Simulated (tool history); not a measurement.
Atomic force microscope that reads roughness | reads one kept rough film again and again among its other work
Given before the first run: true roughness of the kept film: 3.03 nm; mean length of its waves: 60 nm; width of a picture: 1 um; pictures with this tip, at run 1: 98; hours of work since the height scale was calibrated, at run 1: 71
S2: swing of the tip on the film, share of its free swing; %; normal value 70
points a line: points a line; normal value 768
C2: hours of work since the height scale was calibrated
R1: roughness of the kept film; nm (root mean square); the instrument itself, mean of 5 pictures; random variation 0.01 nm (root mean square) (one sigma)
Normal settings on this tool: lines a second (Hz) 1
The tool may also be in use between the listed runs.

{"run": 1, "hour": 0.0, "lines a second (Hz)": 1, "S2": 70, "points a line": 768, "pictures with this tip": 98, "C2": 71, "R1": 2.808}
{"run": 2, "hour": 14.8, "lines a second (Hz)": 1, "S2": 70, "points a line": 768, "pictures with this tip": 113, "C2": 78, "R1": 2.804}
{"run": 3, "hour": 24.9, "lines a second (Hz)": 1.23, "S2": 70, "points a line": 768, "pictures with this tip": 123, "C2": 83, "R1": 2.756}
{"run": 4, "hour": 47.4, "lines a second (Hz)": 1.23, "S2": 70, "points a line": 768, "pictures with this tip": 145, "C2": 93, "R1": 2.756}
{"run": 5, "hour": 58.1, "lines a second (Hz)": 1, "S2": 70, "points a line": 768, "pictures with this tip": 156, "C2": 98, "R1": 2.805}
{"run": 6, "hour": 71.3, "lines a second (Hz)": 1, "S2": 70, "points a line": 768, "pictures with this tip": 169, "C2": 105, "R1": 2.822}
{"run": 7, "hour": 91.8, "lines a second (Hz)": 1, "S2": 70, "points a line": 768, "pictures with this tip": 189, "C2": 114, "R1": 2.796}
{"run": 8, "hour": 112.9, "lines a second (Hz)": 1, "S2": 70, "points a line": 768, "pictures with this tip": 210, "C2": 124, "R1": 2.812}
{"run": 9, "hour": 129.5, "lines a second (Hz)": 1, "S2": 70, "points a line": 768, "pictures with this tip": 227, "C2": 132, "R1": 2.803}
{"run": 10, "hour": 153.0, "lines a second (Hz)": 1, "S2": 70, "points a line": 768, "pictures with this tip": 250, "C2": 144, "R1": 2.815}
{"hour": 164.2, "done": "new tip fitted"}
{"run": 11, "hour": 173.4, "lines a second (Hz)": 1, "S2": 70, "points a line": 768, "pictures with this tip": 9, "C2": 153, "R1": 2.819}
{"run": 12, "hour": 190.4, "lines a second (Hz)": 0.58, "S2": 62, "points a line": 398, "pictures with this tip": 26, "C2": 161, "R1": 2.908}
{"run": 13, "hour": 211.9, "lines a second (Hz)": 2.16, "S2": 75, "points a line": 359, "pictures with this tip": 48, "C2": 171, "R1": 2.529}
{"run": 14, "hour": 223.3, "lines a second (Hz)": 2.16, "S2": 75, "points a line": 359, "pictures with this tip": 59, "C2": 177, "R1": 2.54}
{"run": 15, "hour": 241.5, "lines a second (Hz)": 2.79, "S2": 70, "points a line": 768, "pictures with this tip": 77, "C2": 186, "R1": 2.54}
{"run": 16, "hour": 252.0, "lines a second (Hz)": 1.04, "S2": 83, "points a line": 768, "pictures with this tip": 87, "C2": 191, "R1": 2.639}
{"run": 17, "hour": 262.3, "lines a second (Hz)": 1, "S2": 65, "points a line": 569, "pictures with this tip": 98, "C2": 195, "R1": 2.841}
{"run": 18, "hour": 279.7, "lines a second (Hz)": 3.08, "S2": 70, "points a line": 768, "pictures with this tip": 115, "C2": 204, "R1": 2.505}
{"run": 19, "hour": 293.3, "lines a second (Hz)": 3.08, "S2": 70, "points a line": 768, "pictures with this tip": 129, "C2": 210, "R1": 2.514}
{"run": 20, "hour": 306.5, "lines a second (Hz)": 3.08, "S2": 67, "points a line": 392, "pictures with this tip": 142, "C2": 217, "R1": 2.56}
{"run": 21, "hour": 316.2, "lines a second (Hz)": 1.75, "S2": 75, "points a line": 482, "pictures with this tip": 151, "C2": 221, "R1": 2.606}

Predict each of these 4 candidate next runs independently; none follows another, all start after run 21:
{"run": "A", "hour": 329.1, "lines a second (Hz)": 1.75, "S2": 89, "points a line": 482, "pictures with this tip": 164, "C2": 227, "R1": "?"}
{"run": "B", "hour": 329.1, "lines a second (Hz)": 2.6, "S2": 64, "points a line": 768, "pictures with this tip": 164, "C2": 227, "R1": "?"}
{"run": "C", "hour": 329.1, "lines a second (Hz)": 2.39, "S2": 69, "points a line": 307, "pictures with this tip": 164, "C2": 227, "R1": "?"}
{"run": "D", "hour": 329.1, "lines a second (Hz)": 1, "S2": 58, "points a line": 464, "pictures with this tip": 164, "C2": 227, "R1": "?"}

run=A R1=2.319
run=B R1=2.653
run=C R1=2.613
run=D R1=2.881
Take away the tool's hidden state, keep each run's random variation, and the runs would have read:
run=A R1=2.324
run=B R1=2.659
run=C R1=2.619
run=D R1=2.887
